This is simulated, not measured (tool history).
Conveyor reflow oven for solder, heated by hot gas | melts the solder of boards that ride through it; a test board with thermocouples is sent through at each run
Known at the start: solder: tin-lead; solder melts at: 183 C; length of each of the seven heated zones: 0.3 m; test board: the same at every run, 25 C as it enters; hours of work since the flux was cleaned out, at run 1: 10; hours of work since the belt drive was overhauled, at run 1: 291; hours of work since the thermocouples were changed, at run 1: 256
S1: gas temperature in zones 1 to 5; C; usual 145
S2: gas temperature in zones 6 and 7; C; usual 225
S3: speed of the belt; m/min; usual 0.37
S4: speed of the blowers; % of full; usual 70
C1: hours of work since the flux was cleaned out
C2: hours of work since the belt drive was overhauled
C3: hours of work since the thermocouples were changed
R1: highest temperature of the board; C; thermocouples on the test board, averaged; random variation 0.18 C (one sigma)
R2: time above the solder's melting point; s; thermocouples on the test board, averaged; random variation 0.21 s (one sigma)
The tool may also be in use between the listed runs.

run,hour,S1,S2,S3,S4,C1,C2,C3,R1,R2
1,0,145,225,0.37,70,10,291,256,213.9,75.1
2,12.2,145,225,0.37,70,17,299,263,214.1,74.8
3,25,159,225,0.37,70,25,307,272,216.4,85.1
4,34.6,159,225,0.37,70,31,313,278,216.1,84.3
5,52.4,145,225,0.37,70,43,324,289,213.8,74.5
6,72.1,145,225,0.37,70,55,337,301,214.1,74.4
7,93.6,145,225,0.37,70,69,350,315,213.6,74.3
8,104.1,145,225,0.37,70,76,357,322,213.6,74.1
9,113.5,145,225,0.37,70,82,363,328,213.9,74.1
10,133.1,145,232,0.37,70,94,375,340,219.9,80.2
11,145,145,231,0.37,70,102,383,348,219,78.9
12,166.8,145,231,0.37,70,115,397,362,219.1,78.7
13,187.7,145,225,0.37,70,129,410,375,213.6,74
14,200.9,145,225,0.37,70,137,418,383,213.6,74
15,211.8,145,225,0.37,64,144,425,390,212.6,72.2
16,224.7,145,225,0.304,70,152,433,398,217.9,97.5
17,234.2,138,217,0.304,54,158,439,404,207.3,78.2
18,252.3,135,234,0.4,60,170,451,416,214.7,63.6
19,273.7,160,227,0.365,75,183,464,429,218.4,88.7
20,292.3,160,235,0.365,75,195,476,441,225.6,94
21,306.9,133,221,0.37,67,204,485,450,207.1,60
22,322.9,149,221,0.372,67,214,496,460,210.1,70.9
23,334.2,159,220,0.309,67,221,503,468,214.2,100.9
24,346.2,145,225,0.37,78,229,510,475,214.3,75.2
25,358,145,225,0.37,78,236,518,483,214.2,74.5
26,371,145,225,0.37,78,245,526,491,214.5,74.7
27,382.9,149,225,0.37,78,252,534,499,214.7,77.1
28,398.2,145,219,0.416,70,262,543,508,204.4,53.8
29,414.3,145,219,0.416,70,272,553,518,204.2,53.8
30,434,139,237,0.412,74,285,566,531,219.6,67.8
# hour 457: flux residue cleaned out of gas plates and filters
31,461.1,139,237,0.412,74,3,580,545,222.7,70.9

3 options for the next run, each taken on its own from the tool as it stands now. Forecast them:
A,470.8,145,232,0.401,65,9,586,551,?,?
B,470.8,143,239,0.407,70,9,586,551,?,?
C,470.8,143,225,0.348,70,9,586,551,?,?

run,R1,R2
A,217.8,71.5
B,224.6,74.8
C,216.2,81
Without the tool's unlogged condition, the same runs would have read:
run,R1,R2
A,216.4,69.8
B,223.2,73.3
C,214.8,79.1

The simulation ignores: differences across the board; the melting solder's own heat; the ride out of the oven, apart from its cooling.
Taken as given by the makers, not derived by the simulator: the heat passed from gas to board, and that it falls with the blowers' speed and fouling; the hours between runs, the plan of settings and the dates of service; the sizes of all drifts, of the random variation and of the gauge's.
